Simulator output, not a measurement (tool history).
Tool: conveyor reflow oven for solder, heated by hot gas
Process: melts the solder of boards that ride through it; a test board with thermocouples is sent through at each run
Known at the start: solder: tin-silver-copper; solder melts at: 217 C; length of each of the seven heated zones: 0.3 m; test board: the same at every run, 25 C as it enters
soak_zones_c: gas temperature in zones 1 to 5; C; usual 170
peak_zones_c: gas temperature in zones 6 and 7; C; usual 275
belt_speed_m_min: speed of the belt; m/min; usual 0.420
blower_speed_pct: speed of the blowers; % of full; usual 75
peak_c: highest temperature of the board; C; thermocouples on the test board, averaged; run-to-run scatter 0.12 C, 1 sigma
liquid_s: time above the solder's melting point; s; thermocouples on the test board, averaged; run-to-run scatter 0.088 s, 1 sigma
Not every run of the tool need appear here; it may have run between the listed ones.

run 1 hour=0.0 | soak_zones_c=170 peak_zones_c=275 belt_speed_m_min=0.420 blower_speed_pct=75 | peak_c=261.0 liquid_s=70.11
run 2 hour=9.2 | soak_zones_c=170 peak_zones_c=275 belt_speed_m_min=0.420 blower_speed_pct=75 | peak_c=260.9 liquid_s=70.21
run 3 hour=15.3 | soak_zones_c=170 peak_zones_c=275 belt_speed_m_min=0.420 blower_speed_pct=75 | peak_c=260.9 liquid_s=70.11
run 4 hour=24.5 | soak_zones_c=170 peak_zones_c=275 belt_speed_m_min=0.420 blower_speed_pct=75 | peak_c=260.9 liquid_s=70.08
run 5 hour=35.3 | soak_zones_c=155 peak_zones_c=275 belt_speed_m_min=0.420 blower_speed_pct=75 | peak_c=258.7 liquid_s=63.76
run 6 hour=41.4 | soak_zones_c=170 peak_zones_c=283 belt_speed_m_min=0.420 blower_speed_pct=75 | peak_c=267.9 liquid_s=74.11
run 7 hour=47.3 | soak_zones_c=170 peak_zones_c=283 belt_speed_m_min=0.420 blower_speed_pct=75 | peak_c=268.0 liquid_s=74.04
run 8 hour=54.8 | soak_zones_c=170 peak_zones_c=275 belt_speed_m_min=0.420 blower_speed_pct=55 | peak_c=255.1 liquid_s=65.02
run 9 hour=63.3 | soak_zones_c=170 peak_zones_c=275 belt_speed_m_min=0.420 blower_speed_pct=67 | peak_c=258.8 liquid_s=68.21
run 10 hour=72.6 | soak_zones_c=170 peak_zones_c=275 belt_speed_m_min=0.420 blower_speed_pct=67 | peak_c=258.8 liquid_s=68.36
run 11 hour=81.6 | soak_zones_c=170 peak_zones_c=275 belt_speed_m_min=0.420 blower_speed_pct=67 | peak_c=258.7 liquid_s=68.28
run 12 hour=87.4 | soak_zones_c=170 peak_zones_c=275 belt_speed_m_min=0.420 blower_speed_pct=67 | peak_c=258.8 liquid_s=68.38
-- hour=104.0 flux residue cleaned out of gas plates and filters
run 13 hour=104.0 | soak_zones_c=170 peak_zones_c=275 belt_speed_m_min=0.420 blower_speed_pct=75 | peak_c=262.2 liquid_s=71.26
run 14 hour=108.8 | soak_zones_c=170 peak_zones_c=275 belt_speed_m_min=0.420 blower_speed_pct=75 | peak_c=262.0 liquid_s=71.35
run 15 hour=114.2 | soak_zones_c=170 peak_zones_c=265 belt_speed_m_min=0.420 blower_speed_pct=75 | peak_c=253.2 liquid_s=65.57
run 16 hour=120.8 | soak_zones_c=170 peak_zones_c=275 belt_speed_m_min=0.420 blower_speed_pct=68 | peak_c=260.6 liquid_s=69.87
run 17 hour=126.8 | soak_zones_c=170 peak_zones_c=275 belt_speed_m_min=0.351 blower_speed_pct=84 | peak_c=267.9 liquid_s=90.69
run 18 hour=135.1 | soak_zones_c=173 peak_zones_c=286 belt_speed_m_min=0.442 blower_speed_pct=89 | peak_c=274.0 liquid_s=74.59
run 19 hour=146.8 | soak_zones_c=172 peak_zones_c=286 belt_speed_m_min=0.442 blower_speed_pct=89 | peak_c=273.7 liquid_s=74.09
run 20 hour=156.0 | soak_zones_c=169 peak_zones_c=278 belt_speed_m_min=0.341 blower_speed_pct=73 | peak_c=269.7 liquid_s=93.65
run 21 hour=161.7 | soak_zones_c=170 peak_zones_c=275 belt_speed_m_min=0.497 blower_speed_pct=54 | peak_c=249.0 liquid_s=49.18
run 22 hour=167.0 | soak_zones_c=175 peak_zones_c=287 belt_speed_m_min=0.409 blower_speed_pct=75 | peak_c=274.2 liquid_s=81.28
run 23 hour=178.8 | soak_zones_c=160 peak_zones_c=275 belt_speed_m_min=0.347 blower_speed_pct=85 | peak_c=267.3 liquid_s=88.22
run 24 hour=190.1 | soak_zones_c=174 peak_zones_c=275 belt_speed_m_min=0.420 blower_speed_pct=75 | peak_c=262.2 liquid_s=72.81
run 25 hour=200.2 | soak_zones_c=170 peak_zones_c=275 belt_speed_m_min=0.349 blower_speed_pct=75 | peak_c=266.3 liquid_s=90.02
run 26 hour=206.9 | soak_zones_c=170 peak_zones_c=264 belt_speed_m_min=0.394 blower_speed_pct=75 | peak_c=253.3 liquid_s=70.61
run 27 hour=217.8 | soak_zones_c=178 peak_zones_c=272 belt_speed_m_min=0.420 blower_speed_pct=75 | peak_c=260.1 liquid_s=73.13
run 28 hour=224.8 | soak_zones_c=166 peak_zones_c=275 belt_speed_m_min=0.371 blower_speed_pct=51 | peak_c=258.2 liquid_s=75.69
run 29 hour=233.8 | soak_zones_c=163 peak_zones_c=275 belt_speed_m_min=0.486 blower_speed_pct=59 | peak_c=250.3 liquid_s=49.76
run 30 hour=238.7 | soak_zones_c=159 peak_zones_c=272 belt_speed_m_min=0.486 blower_speed_pct=63 | peak_c=248.6 liquid_s=47.48
run 31 hour=246.6 | soak_zones_c=159 peak_zones_c=272 belt_speed_m_min=0.486 blower_speed_pct=63 | peak_c=248.3 liquid_s=47.35
run 32 hour=254.1 | soak_zones_c=178 peak_zones_c=265 belt_speed_m_min=0.454 blower_speed_pct=66 | peak_c=249.5 liquid_s=59.66

Here are 3 independent what-if runs from the current tool condition. What would each one return?
run A hour=264.8 | soak_zones_c=163 peak_zones_c=284 belt_speed_m_min=0.450 blower_speed_pct=66 | peak_c=? liquid_s=?
run B hour=264.8 | soak_zones_c=170 peak_zones_c=282 belt_speed_m_min=0.494 blower_speed_pct=81 | peak_c=? liquid_s=?
run C hour=264.8 | soak_zones_c=178 peak_zones_c=275 belt_speed_m_min=0.420 blower_speed_pct=75 | peak_c=? liquid_s=?

run=A peak_c=263.9 liquid_s=64.38
run=B peak_c=263.8 liquid_s=60.91
run=C peak_c=262.5 liquid_s=74.54
What these runs would have given with no unlogged condition in the tool:
run=A peak_c=264.1 liquid_s=63.48
run=B peak_c=264.2 liquid_s=60.14
run=C peak_c=262.8 liquid_s=73.50
